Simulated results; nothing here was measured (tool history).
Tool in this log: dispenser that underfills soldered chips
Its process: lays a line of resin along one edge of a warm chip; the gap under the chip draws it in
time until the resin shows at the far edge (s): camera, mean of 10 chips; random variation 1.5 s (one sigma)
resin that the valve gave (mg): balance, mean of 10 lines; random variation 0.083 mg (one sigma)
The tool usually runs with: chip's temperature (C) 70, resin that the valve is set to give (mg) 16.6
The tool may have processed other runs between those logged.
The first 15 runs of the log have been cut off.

run,hour,chip's temperature (C),resin that the valve is set to give (mg),time until the resin shows at the far edge (s),resin that the valve gave (mg)
16,56.3,70,16.6,174.2,15.96
17,60.7,70,16.6,191.8,15.72
# hour 62.9: new syringe of resin
18,63.9,70,16.6,158.9,15.72
19,68.6,63,18.7,248.1,17.86
20,72.1,70,16.2,195.2,15.31
# hour 73.5: new syringe of resin
21,75.0,60,15.6,263.9,14.73
22,79.7,59,20.2,296.3,19.11
23,82.6,64,21.6,247.8,20.39
# hour 84.2: new syringe of resin
24,86.6,76,17.5,122.2,16.46
25,91.0,74,15.0,158.3,14.19
26,94.3,75,21.5,149.4,19.99
# hour 94.9: new syringe of resin
27,99.6,83,21.5,92.6,19.99
28,101.6,60,14.2,319.0,13.20
# hour 105.5: new syringe of resin
29,106.6,59,14.2,291.7,13.16
30,109.2,75,17.8,129.5,16.53
# hour 112.9: dispensing valve cleaned and set on the balance
31,114.2,61,20.1,277.5,20.08
32,116.3,64,17.7,256.3,17.61
# hour 117.1: new syringe of resin
33,119.7,63,14.8,232.8,14.81
34,122.8,76,16.2,131.8,16.17
35,126.3,74,21.5,151.0,21.37
# hour 127.8: new syringe of resin
36,129.4,78,18.4,106.7,18.29

Each row is a separate what-if for the run after 36, all from the same tool condition, not one after another. Results?
A,131.7,80,16.9,?,?
B,131.7,65,18.4,?,?
C,131.7,58,16.8,?,?
D,131.7,83,20.0,?,?

run,time until the resin shows at the far edge (s),resin that the valve gave (mg)
A,105.2,16.85
B,213.4,18.17
C,307.7,16.65
D,90.7,19.93
Had the tool no hidden state, the same runs would have come out as:
run,time until the resin shows at the far edge (s),resin that the valve gave (mg)
A,91.0,17.02
B,184.1,18.36
C,264.8,16.82
D,78.8,20.14

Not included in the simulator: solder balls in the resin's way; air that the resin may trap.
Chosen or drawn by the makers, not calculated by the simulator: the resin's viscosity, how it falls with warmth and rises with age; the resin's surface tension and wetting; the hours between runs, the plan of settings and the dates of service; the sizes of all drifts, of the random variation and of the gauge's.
